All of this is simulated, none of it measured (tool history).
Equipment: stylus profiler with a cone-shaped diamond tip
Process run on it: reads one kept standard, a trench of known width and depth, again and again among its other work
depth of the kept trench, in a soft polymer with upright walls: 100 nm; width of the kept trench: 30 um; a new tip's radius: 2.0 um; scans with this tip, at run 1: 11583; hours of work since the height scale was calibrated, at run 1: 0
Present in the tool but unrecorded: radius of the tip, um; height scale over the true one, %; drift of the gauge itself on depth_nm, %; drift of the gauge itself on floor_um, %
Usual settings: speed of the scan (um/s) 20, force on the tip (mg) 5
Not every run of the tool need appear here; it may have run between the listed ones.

| run | hour | speed of the scan (um/s) | force on the tip (mg) | scans with this tip | hours of work since the height scale was calibrated | depth of the trench (nm) | width of the trench's floor (um) |
|---|---|---|---|---|---|---|---|
| 1 | 0 | 20 | 5 | 11583 | 0 | 102.1 | 28.44 |
| 2 | 50.4 | 20 | 2.19 | 11894 | 39 | 101.14 | 28.35 |
| 3 | 101.7 | 20 | 1.8 | 12210 | 80 | 101.03 | 28.31 |
| 4 | 188.5 | 15 | 5 | 12745 | 148 | 102.01 | 28.41 |
| 5 | 250.3 | 20 | 5.53 | 13126 | 196 | 102.24 | 28.42 |
| 6 | 316.6 | 41 | 5 | 13534 | 248 | 102.07 | 28.32 |
| 7 | 375.3 | 6 | 13.81 | 13896 | 294 | 104.01 | 28.46 |
| 8 | 466.3 | 78 | 2.96 | 14456 | 365 | 101.43 | 28.07 |
| 9 | 514.7 | 46 | 5 | 14754 | 403 | 102 | 28.25 |
| 10 | 596.6 | 46 | 6.25 | 15259 | 467 | 102.22 | 28.29 |
| 11 | 670.6 | 8 | 5.73 | 15715 | 525 | 102.13 | 28.48 |

What if the next run were any one of these 3? Each begins from the tool's condition after run 11:
| A | 722.8 | 6 | 14.91 | 16037 | 566 | ? | ? |
| B | 722.8 | 20 | 3.46 | 16037 | 566 | ? | ? |
| C | 722.8 | 33 | 2.82 | 16037 | 566 | ? | ? |

| run | depth of the trench (nm) | width of the trench's floor (um) |
|---|---|---|
| A | 104.15 | 28.38 |
| B | 101.48 | 28.3 |
| C | 101.3 | 28.25 |
Without the tool's hidden state the same runs would have given:
| run | depth of the trench (nm) | width of the trench's floor (um) |
|---|---|---|
| A | 104.25 | 28.73 |
| B | 101.57 | 28.66 |
| C | 101.39 | 28.6 |
